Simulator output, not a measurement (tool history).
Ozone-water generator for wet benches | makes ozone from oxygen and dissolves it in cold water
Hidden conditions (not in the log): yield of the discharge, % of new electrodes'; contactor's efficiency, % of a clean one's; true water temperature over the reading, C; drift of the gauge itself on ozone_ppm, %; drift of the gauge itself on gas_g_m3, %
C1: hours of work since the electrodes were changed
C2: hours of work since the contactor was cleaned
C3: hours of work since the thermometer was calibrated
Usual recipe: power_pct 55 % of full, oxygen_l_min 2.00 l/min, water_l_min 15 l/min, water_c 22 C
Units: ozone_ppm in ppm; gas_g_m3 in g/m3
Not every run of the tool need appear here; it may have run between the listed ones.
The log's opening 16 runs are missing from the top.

{"run": 17, "day": 87.625, "power_pct": 55, "oxygen_l_min": 1.83, "water_l_min": 15, "water_c": 22, "C1": 397, "C2": 2894, "C3": 1623, "ozone_ppm": 14.7, "gas_g_m3": 234.7}
{"run": 18, "day": 92.404, "power_pct": 55, "oxygen_l_min": 2.12, "water_l_min": 22, "water_c": 22, "C1": 481, "C2": 2978, "C3": 1707, "ozone_ppm": 10.4, "gas_g_m3": 225.3}
{"run": 19, "day": 98.608, "power_pct": 55, "oxygen_l_min": 2.12, "water_l_min": 22, "water_c": 22, "C1": 589, "C2": 3086, "C3": 1815, "ozone_ppm": 10.5, "gas_g_m3": 223.6}
{"run": 20, "day": 104.862, "power_pct": 55, "oxygen_l_min": 2.12, "water_l_min": 22, "water_c": 22, "C1": 697, "C2": 3194, "C3": 1923, "ozone_ppm": 10.3, "gas_g_m3": 223.4}
{"run": 21, "day": 111.65, "power_pct": 54, "oxygen_l_min": 2.0, "water_l_min": 15, "water_c": 26, "C1": 816, "C2": 3312, "C3": 2042, "ozone_ppm": 14.0, "gas_g_m3": 225.9}
{"run": 22, "day": 116.421, "power_pct": 54, "oxygen_l_min": 2.0, "water_l_min": 12, "water_c": 18, "C1": 899, "C2": 3395, "C3": 2125, "ozone_ppm": 18.7, "gas_g_m3": 227.7}
{"run": 23, "day": 121.871, "power_pct": 54, "oxygen_l_min": 2.0, "water_l_min": 12, "water_c": 18, "C1": 993, "C2": 3490, "C3": 2219, "ozone_ppm": 18.6, "gas_g_m3": 227.3}
{"run": 24, "day": 126.738, "power_pct": 54, "oxygen_l_min": 1.14, "water_l_min": 18, "water_c": 18, "C1": 1078, "C2": 3575, "C3": 2304, "ozone_ppm": 10.2, "gas_g_m3": 282.4}
{"run": 25, "day": 129.929, "power_pct": 66, "oxygen_l_min": 2.0, "water_l_min": 15, "water_c": 22, "C1": 1134, "C2": 3631, "C3": 2360, "ozone_ppm": 16.3, "gas_g_m3": 252.3}
{"run": 26, "day": 134.058, "power_pct": 54, "oxygen_l_min": 1.89, "water_l_min": 15, "water_c": 19, "C1": 1205, "C2": 3702, "C3": 2431, "ozone_ppm": 14.6, "gas_g_m3": 229.6}
{"run": 27, "day": 139.404, "power_pct": 54, "oxygen_l_min": 1.89, "water_l_min": 15, "water_c": 19, "C1": 1298, "C2": 3795, "C3": 2524, "ozone_ppm": 14.9, "gas_g_m3": 228.4}
{"run": 28, "day": 146.292, "power_pct": 72, "oxygen_l_min": 1.3, "water_l_min": 14, "water_c": 27, "C1": 1418, "C2": 3915, "C3": 2644, "ozone_ppm": 15.1, "gas_g_m3": 311.4}
{"run": 29, "day": 150.929, "power_pct": 55, "oxygen_l_min": 2.0, "water_l_min": 15, "water_c": 25, "C1": 1499, "C2": 3996, "C3": 2725, "ozone_ppm": 14.3, "gas_g_m3": 223.8}
{"run": 30, "day": 155.104, "power_pct": 55, "oxygen_l_min": 1.34, "water_l_min": 18, "water_c": 25, "C1": 1572, "C2": 4069, "C3": 2798, "ozone_ppm": 10.4, "gas_g_m3": 267.2}
{"day": 159.758, "done": "contactor cleaned"}
{"run": 31, "day": 160.954, "power_pct": 55, "oxygen_l_min": 1.34, "water_l_min": 18, "water_c": 25, "C1": 1671, "C2": 21, "C3": 2897, "ozone_ppm": 10.6, "gas_g_m3": 263.5}
{"run": 32, "day": 167.238, "power_pct": 55, "oxygen_l_min": 3.17, "water_l_min": 24, "water_c": 15, "C1": 1780, "C2": 130, "C3": 3006, "ozone_ppm": 11.7, "gas_g_m3": 189.4}
{"run": 33, "day": 170.383, "power_pct": 55, "oxygen_l_min": 3.17, "water_l_min": 24, "water_c": 15, "C1": 1835, "C2": 185, "C3": 3061, "ozone_ppm": 11.6, "gas_g_m3": 188.6}
{"day": 176.862, "done": "gauge calibrated"}
{"run": 34, "day": 177.192, "power_pct": 55, "oxygen_l_min": 3.17, "water_l_min": 24, "water_c": 15, "C1": 1953, "C2": 303, "C3": 3179, "ozone_ppm": 11.6, "gas_g_m3": 196.2}

3 ways to go on from here, each from the tool as it stands after run 34. What would each give?
{"run": "A", "day": 181.725, "power_pct": 90, "oxygen_l_min": 3.17, "water_l_min": 13, "water_c": 28, "C1": 2032, "C2": 382, "C3": 3258, "ozone_ppm": "?", "gas_g_m3": "?"}
{"run": "B", "day": 181.725, "power_pct": 55, "oxygen_l_min": 2.85, "water_l_min": 24, "water_c": 15, "C1": 2032, "C2": 382, "C3": 3258, "ozone_ppm": "?", "gas_g_m3": "?"}
{"run": "C", "day": 181.725, "power_pct": 95, "oxygen_l_min": 3.17, "water_l_min": 19, "water_c": 15, "C1": 2032, "C2": 382, "C3": 3258, "ozone_ppm": "?", "gas_g_m3": "?"}

run=A ozone_ppm=21.6 gas_g_m3=247.9
run=B ozone_ppm=11.1 gas_g_m3=203.4
run=C ozone_ppm=18.9 gas_g_m3=257.7
What these runs would have given with no unlogged condition in the tool:
run=A ozone_ppm=21.7 gas_g_m3=248.5
run=B ozone_ppm=11.1 gas_g_m3=203.8
run=C ozone_ppm=19.0 gas_g_m3=258.3
